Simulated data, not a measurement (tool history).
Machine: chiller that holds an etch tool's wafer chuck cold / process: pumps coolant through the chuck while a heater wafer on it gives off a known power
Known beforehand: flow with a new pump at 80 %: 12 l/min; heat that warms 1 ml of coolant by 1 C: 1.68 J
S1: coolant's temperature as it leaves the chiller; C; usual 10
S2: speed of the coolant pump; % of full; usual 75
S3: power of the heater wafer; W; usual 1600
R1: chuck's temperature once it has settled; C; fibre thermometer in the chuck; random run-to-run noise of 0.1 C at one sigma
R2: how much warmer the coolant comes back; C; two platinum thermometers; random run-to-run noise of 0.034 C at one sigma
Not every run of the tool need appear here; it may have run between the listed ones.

run,day,S1,S2,S3,R1,R2
1,0.000,10,75,1600,23.2,5.16
2,1.067,10,75,1600,23.1,5.15
3,2.379,10,75,1600,23.1,5.11
4,3.788,10,83,1600,22.4,4.67
5,5.508,10,83,1600,22.2,4.70
6,6.875,7,83,1600,19.2,4.62
7,8.383,10,75,1600,23.0,5.12
8,9.617,10,75,1600,23.1,5.21
9,11.271,10,90,1600,21.7,4.26
10,12.017,10,90,1600,21.7,4.27
11,12.771,10,90,1600,21.5,4.31
12,14.350,10,90,1600,21.8,4.29
13,15.108,10,75,1600,23.1,5.23
14,16.508,10,75,1600,23.2,5.20
15,17.325,10,75,894,17.0,2.82
16,18.988,10,75,894,17.3,2.92
17,20.525,10,75,894,17.2,2.95
18,21.617,10,75,918,17.3,2.98
19,22.942,0,76,938,7.5,3.01
20,24.429,4,91,938,10.8,2.52
21,25.304,10,78,2346,29.0,7.32
22,26.804,10,78,2346,29.1,7.28
23,28.033,10,85,809,16.0,2.33
24,29.771,13,90,2394,30.7,6.41
25,30.475,7,77,1689,20.7,5.35
26,31.225,7,77,1689,20.8,5.40
27,32.038,2,71,2084,19.9,7.21
28,33.108,3,74,2084,20.4,6.92
29,34.538,11,68,1374,23.0,4.95
30,36.112,10,75,2298,29.2,7.53
31,37.492,10,85,2089,26.1,5.99

Selected run-to-run steps in R1, each split into two signed amounts: the part the tool would show with no hidden state at all (from settings, incoming material and random variation), and the remainder, which goes to the hidden state together with any gauge scatter not common to the measured and the hidden-state-free results:
The tool's hidden condition here consists of: heat passed by the chuck's channels, % of clean ones'; flow at a given pump speed, % of a new pump's; coolant's true temperature over the reading, C; drift of the gauge itself on chuck_c, C; drift of the gauge itself on warmer_back_c, C.
Run 20 -> 21: S1 4 -> 10, S2 91 -> 78, S3 938 -> 2346. R1 +18.2 C: hidden state +0.6, all else +17.6.
Run 22 -> 23: S2 78 -> 85, S3 2346 -> 809. R1 -13.1 C: hidden state -0.7, all else -12.4.
Run 23 -> 24: S1 10 -> 13, S2 85 -> 90, S3 809 -> 2394. R1 +14.7 C: hidden state +0.7, all else +14.0.

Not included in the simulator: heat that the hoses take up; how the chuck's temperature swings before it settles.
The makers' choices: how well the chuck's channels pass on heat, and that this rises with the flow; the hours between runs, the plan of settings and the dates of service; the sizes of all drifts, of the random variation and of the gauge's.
